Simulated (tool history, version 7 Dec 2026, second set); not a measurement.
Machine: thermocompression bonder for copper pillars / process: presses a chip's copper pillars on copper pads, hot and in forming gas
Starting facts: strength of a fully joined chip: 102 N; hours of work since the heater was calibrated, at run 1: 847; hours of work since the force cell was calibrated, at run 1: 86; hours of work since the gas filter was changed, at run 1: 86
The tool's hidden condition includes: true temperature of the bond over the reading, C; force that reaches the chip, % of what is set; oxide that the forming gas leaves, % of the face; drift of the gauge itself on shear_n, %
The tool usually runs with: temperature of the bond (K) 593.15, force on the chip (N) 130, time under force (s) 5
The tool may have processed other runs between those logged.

run   hour  temperature of the bond (K)  force on the chip (N)  time under force (s)  hours of work since the heater was calibrated  hours of work since the force cell was calibrated  hours of work since the gas filter was changed  force that shears a chip off (N)
  1      0                       593.15                    130                     5                                            847                                                 86                                              86                              59.4
  2   16.7                       593.15                    130                     5                                            855                                                 93                                              93                              59.4
  3   26.4                       593.15                    130                     5                                            859                                                 98                                              98                              59.8
  4   45.2                       563.15                    130                     5                                            868                                                107                                             107                              46.2
  5   57.5                       593.15                    130                     5                                            874                                                112                                             112                              58.2
      59.9  -- force cell calibrated
  6   73.1                       593.15                    130                     5                                            880                                                  6                                             119                              58.4
  7     85                       566.15                    114                     5                                            886                                                 12                                             124                              43.9
  8  102.9                       622.15                    136                     5                                            894                                                 20                                             133                                70
  9  120.4                       612.15                    160                     5                                            902                                                 28                                             141                              69.9
     124.9  -- force cell calibrated, once more
 10  140.2                       612.15                    160                     5                                            910                                                  7                                             149                              68.6
     152.7  -- forming gas filter changed
 11  157.2                       575.15                    170                     5                                            918                                                 15                                               2                                60
 12  173.7                       610.15                    193                     3                                            926                                                 22                                              10                                67

What if the next run were any one of these 4? Each begins from the tool's condition after run 12:
  A  191.6                       593.15                    130                    10                                            934                                                 31                                              18                                 ?
  B  191.6                       583.15                    115                     7                                            934                                                 31                                              18                                 ?
  C  191.6                       610.15                    128                     7                                            934                                                 31                                              18                                 ?
  D  191.6                       574.15                    193                     3                                            934                                                 31                                              18                                 ?

run  force that shears a chip off (N)
  A                              73.1
  B                              58.5
  C                              73.5
  D                              52.9
Take away the tool's hidden state, keep each run's random variation, and the runs would have read:
run  force that shears a chip off (N)
  A                              78.3
  B                              63.9
  C                              78.4
  D                              58.3

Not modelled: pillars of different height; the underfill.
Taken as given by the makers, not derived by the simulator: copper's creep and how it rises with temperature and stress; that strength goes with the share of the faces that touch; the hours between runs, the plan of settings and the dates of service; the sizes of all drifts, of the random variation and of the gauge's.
